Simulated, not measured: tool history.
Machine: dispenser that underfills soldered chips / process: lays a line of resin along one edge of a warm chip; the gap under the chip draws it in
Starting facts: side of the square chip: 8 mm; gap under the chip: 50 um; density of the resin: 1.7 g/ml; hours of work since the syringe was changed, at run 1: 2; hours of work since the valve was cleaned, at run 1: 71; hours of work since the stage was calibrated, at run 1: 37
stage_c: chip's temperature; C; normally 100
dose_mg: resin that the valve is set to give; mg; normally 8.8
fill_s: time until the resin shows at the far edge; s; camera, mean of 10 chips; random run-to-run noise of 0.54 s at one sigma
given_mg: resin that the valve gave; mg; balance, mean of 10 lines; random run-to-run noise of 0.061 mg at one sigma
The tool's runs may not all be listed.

run	hour	stage_c	dose_mg	hours of work since the syringe was changed	hours of work since the valve was cleaned	hours of work since the stage was calibrated	fill_s	given_mg
1	0	100	8.8	2	71	37	53	8.37
2	7.7	108	8.8	7	77	43	58.5	8.31
# hour 12.9: new syringe of resin
3	18.9	108	8.8	4	85	51	47	8.17
# hour 27.9: new syringe of resin
4	30.1	108	8.8	2	93	59	37.7	8.11
5	41.6	108	8.8	10	102	67	69.4	8.13
# hour 43.5: new syringe of resin
6	46.7	108	8.8	2	105	71	39.5	8.06
7	57.7	108	8.8	10	113	79	72.3	7.96
# hour 58.7: new syringe of resin
8	64.4	93	9.24	4	118	84	83.4	8.43
9	70.3	98	9.42	9	122	88	92.2	8.53
# hour 73.7: new syringe of resin
10	76.3	98	9.42	2	127	92	56	8.5
# hour 86.5: dispensing valve cleaned and set on the balance
11	86.8	106	8.37	9	0	99	67.7	8.35

What if the next run were any one of these 5? Each begins from the tool's condition after run 11:
# hour 89.6: new syringe of resin
A	93.4	100	8.37	3	5	104	?	?
# hour 89.6: new syringe of resin
B	93.4	96	9.1	3	5	104	?	?
# hour 89.6: new syringe of resin
C	93.4	106	7.93	3	5	104	?	?
# hour 89.6: new syringe of resin
D	93.4	86	11.32	3	5	104	?	?
# hour 89.6: new syringe of resin
E	93.4	103	7.64	3	5	104	?	?

run	fill_s	given_mg
A	54.5	8.36
B	63.4	9.08
C	44.3	7.73
D	95.7	11.33
E	50.1	7.62
The same runs, with their run-to-run variation unchanged, on a tool lacking any hidden condition would have given:
run	fill_s	given_mg
A	44.7	8.43
B	52	9.15
C	36.4	7.79
D	78.5	11.42
E	41.1	7.68

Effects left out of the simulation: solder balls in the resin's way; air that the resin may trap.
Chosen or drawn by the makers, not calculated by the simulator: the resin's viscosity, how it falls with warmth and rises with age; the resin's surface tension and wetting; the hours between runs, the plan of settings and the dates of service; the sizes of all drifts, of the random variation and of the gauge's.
